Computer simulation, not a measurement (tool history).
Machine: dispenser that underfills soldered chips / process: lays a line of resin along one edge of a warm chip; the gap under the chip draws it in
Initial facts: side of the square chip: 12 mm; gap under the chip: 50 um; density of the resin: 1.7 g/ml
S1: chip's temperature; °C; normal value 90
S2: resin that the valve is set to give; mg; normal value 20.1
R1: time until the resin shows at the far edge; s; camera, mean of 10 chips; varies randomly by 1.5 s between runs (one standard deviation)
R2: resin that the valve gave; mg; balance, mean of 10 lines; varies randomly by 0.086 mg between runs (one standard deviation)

run,hour,S1,S2,R1,R2
1,0,90,20.1,197.6,20.08
2,10.9,90,20.1,209.5,20.04
3,24,88,20.1,165.2,19.63
4,34,94,20.1,128.3,19.55
5,47.3,82,20.1,247.6,19.52
6,54,90,20.1,149.6,19.24
7,66.6,90,20.1,170.3,19.09
8,74.5,90,20.1,155.3,18.97
9,83.5,79,20.1,244,18.76
10,91.8,90,20.1,224.7,18.89
11,101.2,79,20.1,337.5,20.27
12,110,79,20.1,309.2,19.94
13,122.2,79,20.1,343.6,19.75
14,136.8,90,24.7,163.4,24.29
15,152.4,97,19.1,166.6,18.39
16,166.6,100,19,111.3,18.14
17,182.6,100,19,150.4,18.01
18,195.6,100,22.5,102.9,21.09
19,207.6,100,22.5,108.8,22.4
20,215.8,80,25.3,238.6,25.11
21,225,94,22.4,120.6,22.1
22,233.8,94,22.4,187.5,21.94
23,245.3,77,23.2,257,22.24
24,259.2,90,19.1,177.6,18.27
25,273,90,19.1,206.8,18.09

Missing from the log above: 29 entries noted between runs. For each, name the pair of listed runs it sits between and say how the tool's hidden condition differs from the listed run just before to the listed run just after:
In the gap between runs 1 and 2: new syringe of resin (hour 3.7)
  resin's viscosity, % of fresh resin's: 133.2 -> 141.9; dose that the valve gives, % of what is set: 100.01 -> 99.18; true chip temperature over the reading, C: -0.07 -> -0.05
  difference, measured minus the result without the unlogged condition, R1: +49.7 -> +62.2 s; R2: +0 -> -0.16 mg
In the gap between runs 2 and 3: new syringe of resin (hour 13.3); new syringe of resin (hour 23.2)
  resin's viscosity, % of fresh resin's: 141.9 -> 102.7; dose that the valve gives, % of what is set: 99.18 -> 98.24; true chip temperature over the reading, C: -0.05 -> -0.03
  difference, measured minus the result without the unlogged condition, R1: +62.2 -> +4.8 s; R2: -0.16 -> -0.36 mg
In the gap between runs 3 and 4: new syringe of resin (hour 33.3)
  resin's viscosity, % of fresh resin's: 102.7 -> 104; dose that the valve gives, % of what is set: 98.24 -> 97.51; true chip temperature over the reading, C: -0.03 -> -0.01
  difference, measured minus the result without the unlogged condition, R1: +4.8 -> +5.3 s; R2: -0.36 -> -0.49 mg
In the gap between runs 4 and 5: new syringe of resin (hour 43.8)
  resin's viscosity, % of fresh resin's: 104 -> 116.5; dose that the valve gives, % of what is set: 97.51 -> 96.62; true chip temperature over the reading, C: -0.01 -> 0
  difference, measured minus the result without the unlogged condition, R1: +5.3 -> +35.8 s; R2: -0.49 -> -0.69 mg
In the gap between runs 5 and 6: new syringe of resin (hour 53.4)
  resin's viscosity, % of fresh resin's: 116.5 -> 100.6; dose that the valve gives, % of what is set: 96.62 -> 96.13; true chip temperature over the reading, C: 0 -> 0.02
  difference, measured minus the result without the unlogged condition, R1: +35.8 -> +1.5 s; R2: -0.69 -> -0.77 mg
In the gap between runs 6 and 7: new syringe of resin (hour 63.6)
  resin's viscosity, % of fresh resin's: 100.6 -> 116.3; dose that the valve gives, % of what is set: 96.13 -> 95.25; true chip temperature over the reading, C: 0.02 -> 0.04
  difference, measured minus the result without the unlogged condition, R1: +1.5 -> +24.5 s; R2: -0.77 -> -0.95 mg
In the gap between runs 7 and 8: new syringe of resin (hour 73.6)
  resin's viscosity, % of fresh resin's: 116.3 -> 104.8; dose that the valve gives, % of what is set: 95.25 -> 94.71; true chip temperature over the reading, C: 0.04 -> 0.05
  difference, measured minus the result without the unlogged condition, R1: +24.5 -> +7.7 s; R2: -0.95 -> -1.06 mg
In the gap between runs 8 and 9: new syringe of resin (hour 83.1)
  resin's viscosity, % of fresh resin's: 104.8 -> 100.8; dose that the valve gives, % of what is set: 94.71 -> 94.06; true chip temperature over the reading, C: 0.05 -> 0.06
  difference, measured minus the result without the unlogged condition, R1: +7.7 -> +2.9 s; R2: -1.06 -> -1.19 mg
In the gap between runs 10 and 11: new syringe of resin (hour 93.6); dispensing valve cleaned and set on the balance (hour 100.5)
  resin's viscosity, % of fresh resin's: 151.3 -> 140.4; dose that the valve gives, % of what is set: 93.48 -> 100.16; true chip temperature over the reading, C: 0.07 -> 0.08
  difference, measured minus the result without the unlogged condition, R1: +77 -> +96.2 s; R2: -1.31 -> +0.03 mg
In the gap between runs 11 and 12: new syringe of resin (hour 104.7)
  resin's viscosity, % of fresh resin's: 140.4 -> 129.1; dose that the valve gives, % of what is set: 100.16 -> 99.46; true chip temperature over the reading, C: 0.08 -> 0.1
  difference, measured minus the result without the unlogged condition, R1: +96.2 -> +68.6 s; R2: +0.03 -> -0.1 mg
In the gap between runs 12 and 13: new syringe of resin (hour 114.8)
  resin's viscosity, % of fresh resin's: 129.1 -> 142.6; dose that the valve gives, % of what is set: 99.46 -> 98.63; true chip temperature over the reading, C: 0.1 -> 0.12
  difference, measured minus the result without the unlogged condition, R1: +68.6 -> +101.6 s; R2: -0.1 -> -0.28 mg
In the gap between runs 13 and 14: new syringe of resin (hour 124.7); new syringe of resin (hour 134.2)
  resin's viscosity, % of fresh resin's: 142.6 -> 112.2; dose that the valve gives, % of what is set: 98.63 -> 97.64; true chip temperature over the reading, C: 0.12 -> 0.14
  difference, measured minus the result without the unlogged condition, R1: +101.6 -> +17.1 s; R2: -0.28 -> -0.59 mg
In the gap between runs 14 and 15: new syringe of resin (hour 143.8)
  resin's viscosity, % of fresh resin's: 112.2 -> 150.7; dose that the valve gives, % of what is set: 97.64 -> 96.56; true chip temperature over the reading, C: 0.14 -> 0.16
  difference, measured minus the result without the unlogged condition, R1: +17.1 -> +55.6 s; R2: -0.59 -> -0.66 mg
In the gap between runs 15 and 16: new syringe of resin (hour 154.1); new syringe of resin (hour 164.1)
  resin's viscosity, % of fresh resin's: 150.7 -> 112.3; dose that the valve gives, % of what is set: 96.56 -> 95.58; true chip temperature over the reading, C: 0.16 -> 0.18
  difference, measured minus the result without the unlogged condition, R1: +55.6 -> +12.1 s; R2: -0.66 -> -0.84 mg
In the gap between runs 16 and 17: new syringe of resin (hour 174.3)
  resin's viscosity, % of fresh resin's: 112.3 -> 151.7; dose that the valve gives, % of what is set: 95.58 -> 94.58; true chip temperature over the reading, C: 0.18 -> 0.21
  difference, measured minus the result without the unlogged condition, R1: +12.1 -> +51.3 s; R2: -0.84 -> -1.03 mg
In the gap between runs 17 and 18: new syringe of resin (hour 184.1); new syringe of resin (hour 194.1)
  resin's viscosity, % of fresh resin's: 151.7 -> 106.9; dose that the valve gives, % of what is set: 94.58 -> 93.74; true chip temperature over the reading, C: 0.21 -> 0.23
  difference, measured minus the result without the unlogged condition, R1: +51.3 -> +6.2 s; R2: -1.03 -> -1.41 mg
In the gap between runs 18 and 19: dispensing valve cleaned and set on the balance (hour 202.8); new syringe of resin (hour 204.9)
  resin's viscosity, % of fresh resin's: 106.9 -> 113.7; dose that the valve gives, % of what is set: 93.74 -> 99.62; true chip temperature over the reading, C: 0.23 -> 0.24
  difference, measured minus the result without the unlogged condition, R1: +6.2 -> +12.2 s; R2: -1.41 -> -0.09 mg
In the gap between runs 19 and 20: new syringe of resin (hour 214.7)
  resin's viscosity, % of fresh resin's: 113.7 -> 105.3; dose that the valve gives, % of what is set: 99.62 -> 99.05; true chip temperature over the reading, C: 0.24 -> 0.26
  difference, measured minus the result without the unlogged condition, R1: +12.2 -> +9.5 s; R2: -0.09 -> -0.25 mg
In the gap between runs 20 and 21: new syringe of resin (hour 225)
  resin's viscosity, % of fresh resin's: 105.3 -> 99; dose that the valve gives, % of what is set: 99.05 -> 98.37; true chip temperature over the reading, C: 0.26 -> 0.27
  difference, measured minus the result without the unlogged condition, R1: +9.5 -> -2.5 s; R2: -0.25 -> -0.37 mg
In the gap between runs 22 and 23: new syringe of resin (hour 235.3); new syringe of resin (hour 245.3)
  resin's viscosity, % of fresh resin's: 152.3 -> 100.8; dose that the valve gives, % of what is set: 97.72 -> 96.9; true chip temperature over the reading, C: 0.28 -> 0.3
  difference, measured minus the result without the unlogged condition, R1: +62.9 -> -1.1 s; R2: -0.51 -> -0.71 mg
In the gap between runs 23 and 24: new syringe of resin (hour 255.4)
  resin's viscosity, % of fresh resin's: 100.8 -> 120.7; dose that the valve gives, % of what is set: 96.9 -> 95.9; true chip temperature over the reading, C: 0.3 -> 0.32
  difference, measured minus the result without the unlogged condition, R1: -1.1 -> +29.3 s; R2: -0.71 -> -0.78 mg
In the gap between runs 24 and 25: new syringe of resin (hour 266.1)
  resin's viscosity, % of fresh resin's: 120.7 -> 138.4; dose that the valve gives, % of what is set: 95.9 -> 94.9; true chip temperature over the reading, C: 0.32 -> 0.35
  difference, measured minus the result without the unlogged condition, R1: +29.3 -> +56.2 s; R2: -0.78 -> -0.98 mg

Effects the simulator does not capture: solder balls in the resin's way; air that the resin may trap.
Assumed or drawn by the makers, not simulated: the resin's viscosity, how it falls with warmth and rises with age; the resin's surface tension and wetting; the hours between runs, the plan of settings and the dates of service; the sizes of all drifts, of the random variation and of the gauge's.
